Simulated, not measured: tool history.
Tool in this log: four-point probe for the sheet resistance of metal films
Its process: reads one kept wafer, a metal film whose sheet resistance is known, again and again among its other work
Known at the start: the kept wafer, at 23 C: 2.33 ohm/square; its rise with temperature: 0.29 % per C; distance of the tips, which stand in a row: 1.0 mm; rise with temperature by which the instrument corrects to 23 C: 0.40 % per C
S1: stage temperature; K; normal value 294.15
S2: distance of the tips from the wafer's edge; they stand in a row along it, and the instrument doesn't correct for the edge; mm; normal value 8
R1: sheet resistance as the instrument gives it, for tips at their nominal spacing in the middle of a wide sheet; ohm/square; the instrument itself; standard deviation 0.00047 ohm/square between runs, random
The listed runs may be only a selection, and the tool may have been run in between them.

run	day	S1	S2	R1
1	0.000	294.15	8	2.351873
2	0.704	294.15	24	2.334972
3	2.325	294.15	24	2.335089
4	3.825	294.15	24	2.335686
5	4.979	294.15	8	2.352313
6	6.683	294.15	8	2.353576
7	8.379	300.15	8	2.337742
8	9.529	300.15	8	2.338108
9	11.238	294.15	8	2.352722
10	12.683	294.15	8	2.354634
11	14.254	294.15	8	2.353732
12	15.242	294.15	7	2.360092
13	16.383	297.15	8	2.347024
14	17.854	295.15	8	2.352364
15	19.525	295.15	8	2.352750
16	20.825	294.15	3	2.466778
17	22.342	294.15	12	2.344174
18	23.196	307.15	8	2.323882
19	24.354	307.15	6	2.338584
20	25.300	294.15	8	2.355915
21	26.421	294.15	8	2.355529
22	27.983	294.15	8	2.356188
23	29.425	302.15	9	2.331820
24	31.088	306.15	3	2.436399
25	32.717	306.15	9	2.322006
26	33.883	301.15	34	2.321352
27	35.575	301.15	34	2.321047
28	36.729	294.15	59	2.338152
29	38.388	304.15	5	2.362363
30	39.438	304.15	5	2.364418
31	41.029	299.15	13	2.335788
32	42.038	294.15	7	2.365651
33	43.696	300.15	13	2.332785
34	44.583	294.15	11	2.351238
35	46.262	302.15	25	2.323231
36	47.112	303.15	5	2.367849
37	47.808	299.15	14	2.335322
38	48.767	299.15	14	2.335046
39	49.742	292.15	21	2.349414
40	51.333	298.15	4	2.407035
41	52.871	294.15	5	2.391237
42	54.508	304.15	13	2.324185
43	55.600	304.15	7	2.342506
44	56.967	304.15	7	2.342363

The log once held 1 entry between its listed runs, left out of this copy. Where does each go, and what is different about the tool's unlogged condition between the listed run before it and the listed run after it?
Runs 29 to 30: stage's thermometer calibrated (day 38.921)
  inner tips' distance over the nominal, %: 0.184 -> 0.191; tips' flats over new ones', %: 54 -> 55; wafer's true temperature over the reading, C: -0.29 -> 0.01
  measured less the result without the state, R1: +0.002732 -> +0.004947 ohm/square

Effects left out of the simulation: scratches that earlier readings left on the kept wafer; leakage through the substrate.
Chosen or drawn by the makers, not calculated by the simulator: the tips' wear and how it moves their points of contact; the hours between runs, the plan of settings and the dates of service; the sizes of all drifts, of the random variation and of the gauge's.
